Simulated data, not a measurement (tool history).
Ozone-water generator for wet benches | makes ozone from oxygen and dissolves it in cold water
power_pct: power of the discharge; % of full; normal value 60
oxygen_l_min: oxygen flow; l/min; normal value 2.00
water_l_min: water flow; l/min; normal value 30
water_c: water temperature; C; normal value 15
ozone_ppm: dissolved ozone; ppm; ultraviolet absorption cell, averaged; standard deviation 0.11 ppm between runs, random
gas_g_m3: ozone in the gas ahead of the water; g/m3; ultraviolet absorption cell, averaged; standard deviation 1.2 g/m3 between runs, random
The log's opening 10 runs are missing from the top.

run    hour  power_pct  oxygen_l_min  water_l_min  water_c  hours of work since the electrodes were changed  hours of work since the contactor was cleaned  hours of work since the thermometer was calibrated  ozone_ppm  gas_g_m3
 11  1005.6         53          3.29           48       15                                             4149                                           2271                                                3467        5.5     140.8
 12  1154.6         48          3.29           48       15                                             4275                                           2397                                                3593        5.2     135.5
 13  1291.6         48          3.29           48       15                                             4390                                           2513                                                3708        5.2     135.5
 14  1378.2         48          3.29           48       15                                             4463                                           2586                                                3781        5.2     136.4
 15  1451.8         48          3.29           48       15                                             4525                                           2648                                                3843        5.4     134.7
 16  1530.5         60          2.00           30       15                                             4592                                           2714                                                3910        9.0     210.2
 17  1684.7         60          2.00           30       15                                             4722                                           2844                                                4040        9.1     210.9
 18  1764.8         60          2.00           30       15                                             4789                                           2911                                                4107        9.2     212.6
 19  1913.1         89          1.39           29       19                                             4914                                           3037                                                4232       10.7     332.4
 20  2045.1         86          1.95           30       12                                             5026                                           3148                                                4343       11.5     264.1
     2125.6  -- water thermometer calibrated
 21  2127.2         60          1.84           23       15                                             5094                                           3217                                                   1       11.6     224.2
     2225.4  -- gauge calibrated
 22  2245.3         65          2.46           29       21                                             5194                                           3316                                                 101        9.6     189.6
     2328.2  -- contactor cleaned
 23  2398.6         65          2.46           29       21                                             5320                                             59                                                 227       10.0     188.8
 24  2550.9         69          2.46           43       21                                             5448                                            188                                                 355        6.6     196.0
 25  2617.3         49          1.37           42       22                                             5504                                            244                                                 411        4.7     237.6
 26  2699.0         50          1.34           30       15                                             5573                                            313                                                 480        7.5     245.7
 27  2806.5         94          3.51           30       15                                             5664                                            403                                                 571       12.7     185.7
 28  2910.9         69          3.25           30       15                                             5752                                            491                                                 659       10.6     164.3
 29  3060.6         69          3.25           30       15                                             5878                                            618                                                 785       10.8     167.5
 30  3144.6         80          1.99           39       15                                             5949                                            688                                                 856        8.1     247.2
 31  3214.0         47          2.00           45       15                                             6007                                            747                                                 914        5.1     181.8
 32  3331.7         44          1.06           43        7                                             6106                                            846                                                1013        4.5     265.6
 33  3459.4         60          2.00           29       12                                             6214                                            954                                                1121        9.7     209.0

Below are 3 alternative next runs, each starting from the tool's condition after run 33. Predict each:
  A  3582.5         64          1.29           41       15                                             6318                                           1057                                                1225          ?         ?
  B  3582.5         63          2.00           30       16                                             6318                                           1057                                                1225          ?         ?
  C  3582.5         60          2.00           29       10                                             6318                                           1057                                                1225          ?         ?

run  ozone_ppm  gas_g_m3
  A        5.9     291.6
  B        9.5     214.4
  C        9.7     210.7
The same runs, with their run-to-run variation unchanged, on a tool lacking any hidden condition would have given:
run  ozone_ppm  gas_g_m3
  A        5.9     287.2
  B        9.5     211.1
  C        9.8     207.5
